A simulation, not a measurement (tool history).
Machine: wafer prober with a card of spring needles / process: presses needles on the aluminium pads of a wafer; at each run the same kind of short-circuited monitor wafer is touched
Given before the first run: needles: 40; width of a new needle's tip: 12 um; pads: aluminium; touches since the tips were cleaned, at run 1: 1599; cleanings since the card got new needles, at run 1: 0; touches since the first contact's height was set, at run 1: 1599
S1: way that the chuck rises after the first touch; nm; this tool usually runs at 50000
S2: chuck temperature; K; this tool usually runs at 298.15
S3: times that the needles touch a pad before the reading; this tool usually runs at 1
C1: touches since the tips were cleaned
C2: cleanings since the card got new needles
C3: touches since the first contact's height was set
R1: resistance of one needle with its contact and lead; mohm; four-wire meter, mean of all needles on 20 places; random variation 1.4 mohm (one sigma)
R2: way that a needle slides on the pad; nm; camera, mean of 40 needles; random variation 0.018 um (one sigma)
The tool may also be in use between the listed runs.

run,hour,S1,S2,S3,C1,C2,C3,R1,R2
1,0,50000,298.15,1,1599,0,1599,119,6820
2,8.5,50000,298.15,1,3493,0,3493,116,6800
3,16.4,50000,298.15,1,5260,0,5260,118,6840
4,25.2,50000,298.15,1,7227,0,7227,119,6800
# hour 27.4: tips cleaned on abrasive film
5,32.1,50000,298.15,1,1043,1,8723,119,6800
6,41.1,50000,298.15,1,3054,1,10734,118,6830
7,53.2,50000,298.15,1,5749,1,13429,120,6820
8,59.7,50000,356.15,1,7204,1,14884,126,6800
# hour 62.4: tips cleaned on abrasive film
9,72.2,50000,356.15,1,2175,2,17651,127,6780
10,79.9,54000,298.15,1,3898,2,19374,117,7350
11,88.4,54000,298.15,1,5797,2,21273,118,7340
12,95.4,54000,298.15,2,7342,2,22818,121,7350
# hour 97: tips cleaned on abrasive film
13,101.9,54000,298.15,2,1072,3,24240,117,7360
14,109.3,54000,298.15,2,2721,3,25889,119,7380
15,119.2,54000,298.15,2,4934,3,28102,118,7320
16,127.9,54000,298.15,2,6871,3,30039,120,7330
# hour 131.6: tips cleaned on abrasive film
17,137.1,50000,298.15,2,1222,4,32073,118,6820
18,143.8,50000,298.15,2,2712,4,33563,118,6810
19,156.3,50000,302.15,2,5511,4,36362,119,6780
# hour 166.6: tips cleaned on abrasive film
20,168.6,50000,302.15,2,437,5,39064,118,6860
21,177.4,47000,329.15,1,2417,5,41044,124,6400
22,190.1,47000,329.15,1,5246,5,43873,124,6420
23,199.3,47000,329.15,1,7291,5,45918,125,6410
# hour 201.2: tips cleaned on abrasive film
24,210.7,30000,314.15,3,2130,6,48441,130,4080
25,222,38000,355.15,1,4647,6,50958,131,5160
26,232.4,34000,301.15,1,6975,6,53286,124,4620
# hour 235.9: tips cleaned on abrasive film
27,239,65000,313.15,1,683,7,54719,119,8890
28,247.5,65000,313.15,1,2582,7,56618,116,8890
29,255.2,54000,329.15,1,4292,7,58328,122,7340
30,261.1,54000,329.15,1,5621,7,59657,120,7340
# hour 271: tips cleaned on abrasive film
31,271,54000,313.15,1,0,8,61848,120,7330
32,278.8,49000,317.15,1,1728,8,63576,122,6660
33,291,40000,330.15,1,4453,8,66301,127,5430
34,303.4,40000,319.15,2,7211,8,69059,123,5470
# hour 306.1: tips cleaned on abrasive film
35,314.9,50000,298.15,2,1954,9,71601,119,6820

Take each entry between the runs: how does the hidden state at the last listed run before it differ from the hidden state at the first listed run after it?
Runs 4 to 5: tips cleaned on abrasive film (hour 27.4)
  debris on the tips, nm: 0.2 -> 0.1
Runs 8 to 9: tips cleaned on abrasive film (hour 62.4)
  debris on the tips, nm: 0.2 -> 0.1
Runs 12 to 13: tips cleaned on abrasive film (hour 97)
  debris on the tips, nm: 0.2 -> 0.1
Runs 16 to 17: tips cleaned on abrasive film (hour 131.6)
  debris on the tips, nm: 0.2 -> 0.1
Runs 19 to 20: tips cleaned on abrasive film (hour 166.6)
  debris on the tips, nm: 0.2 -> 0.1
Runs 23 to 24: tips cleaned on abrasive film (hour 201.2)
  debris on the tips, nm: 0.2 -> 0.1
Runs 26 to 27: tips cleaned on abrasive film (hour 235.9)
  debris on the tips, nm: 0.2 -> 0.1
Runs 30 to 31: tips cleaned on abrasive film (hour 271)
  debris on the tips, nm: 0.2 -> 0
Runs 34 to 35: tips cleaned on abrasive film (hour 306.1)
  debris on the tips, nm: 0.2 -> 0.1
